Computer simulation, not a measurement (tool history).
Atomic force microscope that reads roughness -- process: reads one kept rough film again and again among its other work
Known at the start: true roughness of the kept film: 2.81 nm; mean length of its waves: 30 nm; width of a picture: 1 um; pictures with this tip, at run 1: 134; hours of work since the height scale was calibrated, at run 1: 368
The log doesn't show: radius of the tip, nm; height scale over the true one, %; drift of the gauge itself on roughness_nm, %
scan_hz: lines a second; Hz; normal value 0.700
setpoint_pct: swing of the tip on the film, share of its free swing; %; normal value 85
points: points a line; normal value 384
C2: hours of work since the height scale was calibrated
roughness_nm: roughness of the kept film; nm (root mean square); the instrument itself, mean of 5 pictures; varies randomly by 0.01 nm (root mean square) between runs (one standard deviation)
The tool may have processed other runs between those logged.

run 1 hour=0.0 | scan_hz=0.700 setpoint_pct=85 points=384 | pictures_with_this_tip=134 C2=368 | roughness_nm=2.415
-- hour=3.8 new tip fitted
run 2 hour=12.3 | scan_hz=0.700 setpoint_pct=85 points=384 | pictures_with_this_tip=7 C2=374 | roughness_nm=2.443
run 3 hour=21.0 | scan_hz=0.700 setpoint_pct=85 points=384 | pictures_with_this_tip=15 C2=378 | roughness_nm=2.433
run 4 hour=35.1 | scan_hz=0.700 setpoint_pct=79 points=384 | pictures_with_this_tip=27 C2=384 | roughness_nm=2.457
run 5 hour=52.8 | scan_hz=0.700 setpoint_pct=79 points=384 | pictures_with_this_tip=43 C2=392 | roughness_nm=2.479
run 6 hour=64.9 | scan_hz=0.700 setpoint_pct=79 points=384 | pictures_with_this_tip=53 C2=397 | roughness_nm=2.466
run 7 hour=85.5 | scan_hz=0.700 setpoint_pct=79 points=384 | pictures_with_this_tip=71 C2=407 | roughness_nm=2.464
run 8 hour=100.4 | scan_hz=0.700 setpoint_pct=79 points=384 | pictures_with_this_tip=84 C2=413 | roughness_nm=2.458
run 9 hour=115.9 | scan_hz=0.700 setpoint_pct=85 points=384 | pictures_with_this_tip=98 C2=420 | roughness_nm=2.404
run 10 hour=128.3 | scan_hz=0.700 setpoint_pct=85 points=384 | pictures_with_this_tip=108 C2=426 | roughness_nm=2.403
run 11 hour=137.9 | scan_hz=0.700 setpoint_pct=85 points=964 | pictures_with_this_tip=117 C2=430 | roughness_nm=2.428
run 12 hour=146.7 | scan_hz=0.700 setpoint_pct=85 points=964 | pictures_with_this_tip=124 C2=434 | roughness_nm=2.423
-- hour=161.4 new tip fitted
run 13 hour=167.8 | scan_hz=0.905 setpoint_pct=85 points=384 | pictures_with_this_tip=5 C2=443 | roughness_nm=2.382
run 14 hour=184.3 | scan_hz=0.732 setpoint_pct=59 points=770 | pictures_with_this_tip=20 C2=450 | roughness_nm=2.536
run 15 hour=204.6 | scan_hz=2.828 setpoint_pct=85 points=531 | pictures_with_this_tip=37 C2=460 | roughness_nm=2.082
run 16 hour=217.5 | scan_hz=2.828 setpoint_pct=85 points=531 | pictures_with_this_tip=49 C2=465 | roughness_nm=2.087
run 17 hour=236.7 | scan_hz=1.423 setpoint_pct=89 points=987 | pictures_with_this_tip=65 C2=474 | roughness_nm=2.273

Across each entry between runs, compare the hidden state at the last listed run before it with the hidden state at the first listed run after it:
Logged between run 1 and run 2: new tip fitted (hour 3.8)
  radius of the tip, nm: 7.2 -> 7
Logged between run 12 and run 13: new tip fitted (hour 161.4)
  radius of the tip, nm: 7.2 -> 7
